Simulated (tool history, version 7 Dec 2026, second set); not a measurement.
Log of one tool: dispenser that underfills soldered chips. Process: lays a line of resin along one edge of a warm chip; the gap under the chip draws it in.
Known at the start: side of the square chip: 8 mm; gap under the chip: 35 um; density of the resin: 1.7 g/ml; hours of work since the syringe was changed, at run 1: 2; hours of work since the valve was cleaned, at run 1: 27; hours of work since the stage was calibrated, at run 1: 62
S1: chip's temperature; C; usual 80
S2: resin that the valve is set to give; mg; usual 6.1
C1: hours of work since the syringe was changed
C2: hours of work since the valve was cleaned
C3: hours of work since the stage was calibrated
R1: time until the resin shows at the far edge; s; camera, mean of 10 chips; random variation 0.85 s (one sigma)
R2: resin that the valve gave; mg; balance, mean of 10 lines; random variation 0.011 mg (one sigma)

run	hour	S1	S2	C1	C2	C3	R1	R2
1	0	80	6.1	2	27	62	101.6	5.95
2	2.8	80	6.1	4	29	64	115.8	5.94
# hour 7.7: new syringe of resin
3	8.1	80	6.1	0	32	67	84.8	5.94
4	12.5	80	6.1	3	35	69	104.7	5.94
5	16.9	80	6.1	6	37	72	137.4	5.92
# hour 19.5: new syringe of resin
6	22.1	80	6.1	2	40	75	94.9	5.9
# hour 23.5: dispensing valve cleaned and set on the balance
7	27.2	80	6.1	4	2	77	114.7	6.14
8	29.6	80	6.74	6	4	79	129.4	6.72
# hour 32: new syringe of resin
9	32.7	80	6.74	0	5	80	85.1	6.73
10	37.6	80	7.16	3	8	83	111.3	7.12
# hour 43.4: new syringe of resin
11	43.8	81	6.1	0	12	87	80.9	6.05
12	47.6	81	6.1	3	14	89	99.7	6.06
13	50.7	81	6.1	4	16	91	116.6	6.06
# hour 54.8: new syringe of resin
14	55.3	81	6.1	0	19	94	79.5	6.03
15	59.4	69	7.83	3	21	96	166.8	7.71
16	63.9	90	5.29	5	24	99	89.4	5.19
# hour 66.3: new syringe of resin
17	68.2	90	5.29	1	26	101	60.5	5.19
18	74	90	5.29	5	30	105	81.8	5.18
# hour 78: new syringe of resin
19	78.3	70	5.93	0	32	107	129.2	5.79
20	82.1	78	5.79	3	34	110	113	5.67
21	87.4	84	6.32	6	38	113	115.6	6.16
# hour 89.7: new syringe of resin
22	91	84	6.32	1	40	115	73.4	6.14
# hour 93.4: dispensing valve cleaned and set on the balance
23	97.6	84	6.32	4	3	118	100.4	6.33

5 ways to go on from here, each from the tool as it stands after run 23. What would each give?
# hour 102.1: new syringe of resin
A	103.7	83	6.74	1	6	122	?	?
# hour 102.1: new syringe of resin
B	103.7	67	6.9	1	6	122	?	?
# hour 102.1: new syringe of resin
C	103.7	77	6.13	1	6	122	?	?
# hour 102.1: new syringe of resin
D	103.7	73	6.06	1	6	122	?	?
# hour 102.1: new syringe of resin
E	103.7	84	5.79	1	6	122	?	?

run	R1	R2
A	77.9	6.73
B	158.4	6.87
C	102.2	6.09
D	123.2	6.04
E	76.9	5.75
Without the tool's hidden state the same runs would have given:
run	R1	R2
A	69.3	6.75
B	140.5	6.9
C	90.8	6.11
D	109.4	6.06
E	68.3	5.77

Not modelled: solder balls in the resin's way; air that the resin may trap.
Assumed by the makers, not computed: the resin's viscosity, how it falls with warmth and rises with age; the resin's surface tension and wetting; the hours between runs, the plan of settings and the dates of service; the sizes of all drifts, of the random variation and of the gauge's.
